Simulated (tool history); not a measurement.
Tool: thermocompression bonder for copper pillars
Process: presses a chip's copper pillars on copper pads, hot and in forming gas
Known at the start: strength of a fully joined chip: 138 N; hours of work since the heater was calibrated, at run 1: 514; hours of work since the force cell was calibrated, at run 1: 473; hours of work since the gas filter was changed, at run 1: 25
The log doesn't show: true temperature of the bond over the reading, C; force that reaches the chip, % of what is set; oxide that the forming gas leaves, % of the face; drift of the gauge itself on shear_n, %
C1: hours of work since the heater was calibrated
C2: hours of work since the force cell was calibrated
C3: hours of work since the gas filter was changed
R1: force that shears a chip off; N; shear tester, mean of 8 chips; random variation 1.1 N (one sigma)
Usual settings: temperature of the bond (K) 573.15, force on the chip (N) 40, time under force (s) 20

Run 1, hour 0: usual settings; C1 514; C2 473; C3 25. Result: R1 97.3 N.
Run 2, hour 17.1: usual settings; C1 527; C2 486; C3 38. Result: R1 98 N.
Run 3, hour 32.7: usual settings but force on the chip (N) 30; C1 538; C2 498; C3 49. Result: R1 84.8 N.
Run 4, hour 49.8: usual settings but force on the chip (N) 30; C1 551; C2 510; C3 62. Result: R1 84.7 N.
Run 5, hour 72.4: usual settings but force on the chip (N) 30; C1 567; C2 527; C3 79. Result: R1 81.8 N.
Run 6, hour 85.3: usual settings but temperature of the bond (K) 552.15; C1 577; C2 536; C3 88. Result: R1 76.3 N.
Run 7, hour 98.3: usual settings; C1 587; C2 546; C3 98. Result: R1 95.9 N.
Run 8, hour 117.3: usual settings; C1 601; C2 560; C3 112. Result: R1 96.5 N.
Run 9, hour 132.8: usual settings; C1 612; C2 572; C3 123. Result: R1 92.9 N.
Run 10, hour 145.3: usual settings; C1 621; C2 581; C3 133. Result: R1 95.3 N.
Run 11, hour 158.3: usual settings; C1 631; C2 590; C3 142. Result: R1 94.1 N.
Run 12, hour 176.7: usual settings; C1 645; C2 604; C3 156. Result: R1 95.1 N.
Run 13, hour 196: usual settings; C1 659; C2 618; C3 170. Result: R1 92.6 N.
Run 14, hour 217.6: usual settings; C1 675; C2 634; C3 186. Result: R1 93.2 N.
At hour 221.8: heater calibrated with a thermocouple chip.
Run 15, hour 239.4: usual settings; C1 13; C2 649; C3 201. Result: R1 91.6 N.
Run 16, hour 263.3: usual settings; C1 31; C2 667; C3 219. Result: R1 92 N.
Run 17, hour 279.3: usual settings; C1 43; C2 678; C3 230. Result: R1 90.2 N.
Run 18, hour 296.2: usual settings; C1 55; C2 691; C3 243. Result: R1 89.1 N.
Run 19, hour 310.9: usual settings; C1 66; C2 702; C3 254. Result: R1 89.3 N.
Run 20, hour 333.2: usual settings; C1 82; C2 718; C3 270. Result: R1 88.2 N.
At hour 336.7: heater calibrated with a thermocouple chip, once more.
Run 21, hour 350.2: usual settings; C1 10; C2 729; C3 281. Result: R1 94.8 N.
Run 22, hour 368.3: usual settings; C1 23; C2 743; C3 295. Result: R1 91.9 N.
Run 23, hour 387.1: usual settings; C1 37; C2 757; C3 309. Result: R1 93.1 N.
Run 24, hour 400: usual settings; C1 47; C2 766; C3 318. Result: R1 94.5 N.
Run 25, hour 416.1: usual settings but temperature of the bond (K) 593.15, time under force (s) 19; C1 59; C2 778; C3 330. Result: R1 105.8 N.
Run 26, hour 435.1: usual settings but temperature of the bond (K) 593.15, time under force (s) 19; C1 73; C2 792; C3 344. Result: R1 105 N.
Run 27, hour 446.1: usual settings but temperature of the bond (K) 593.15, time under force (s) 19; C1 81; C2 800; C3 352. Result: R1 105.1 N.
Run 28, hour 462.4: usual settings but temperature of the bond (K) 555.15, force on the chip (N) 42, time under force (s) 47; C1 93; C2 812; C3 364. Result: R1 97.5 N.
Run 29, hour 473: usual settings but temperature of the bond (K) 599.15, force on the chip (N) 59, time under force (s) 11; C1 101; C2 820; C3 372. Result: R1 109.3 N.
Run 30, hour 492: usual settings but temperature of the bond (K) 543.15, time under force (s) 43; C1 115; C2 834; C3 386. Result: R1 82.7 N.
Run 31, hour 502.6: usual settings but temperature of the bond (K) 591.15, force on the chip (N) 32, time under force (s) 56; C1 123; C2 842; C3 394. Result: R1 114.2 N.
Run 32, hour 513.5: usual settings but temperature of the bond (K) 591.15, force on the chip (N) 32, time under force (s) 56; C1 131; C2 850; C3 402. Result: R1 114.1 N.
Run 33, hour 535.5: usual settings but temperature of the bond (K) 591.15, force on the chip (N) 32, time under force (s) 56; C1 147; C2 866; C3 418. Result: R1 112.6 N.
Run 34, hour 555.6: usual settings but temperature of the bond (K) 566.15; C1 162; C2 881; C3 433. Result: R1 85.8 N.
At hour 571.3: forming gas filter changed.
Run 35, hour 577.9: usual settings but temperature of the bond (K) 600.15, force on the chip (N) 32, time under force (s) 18; C1 178; C2 897; C3 5. Result: R1 105.8 N.
Run 36, hour 601.9: usual settings but temperature of the bond (K) 599.15, time under force (s) 17; C1 196; C2 915; C3 23. Result: R1 112.4 N.
Run 37, hour 621.5: usual settings but temperature of the bond (K) 550.15; C1 210; C2 930; C3 37. Result: R1 77.5 N.
Run 38, hour 640.8: usual settings but temperature of the bond (K) 550.15, force on the chip (N) 26, time under force (s) 58; C1 225; C2 944; C3 51. Result: R1 85.2 N.
Run 39, hour 661.5: usual settings but temperature of the bond (K) 550.15, force on the chip (N) 57, time under force (s) 13; C1 240; C2 959; C3 67. Result: R1 82.7 N.

The same runs without the tool's hidden state, with the same run-to-run variation:
run     R1
  1  101.8
  2  102.8
  3     90
  4   90.3
  5   87.7
  6   82.5
  7  102.6
  8  103.5
  9  100.2
 10    103
 11    102
 12  103.4
 13  101.2
 14  102.3
 15    103
 16  103.9
 17  102.4
 18  101.7
 19  102.2
 20  101.5
 21  102.7
 22  100.1
 23  101.8
 24  103.5
 25  115.6
 26  115.2
 27  115.8
 28  108.1
 29  120.6
 30     93
 31  126.4
 32  126.5
 33  125.6
 34   97.9
 35    109
 36  115.9
 37     82
 38   90.2
 39   88.2
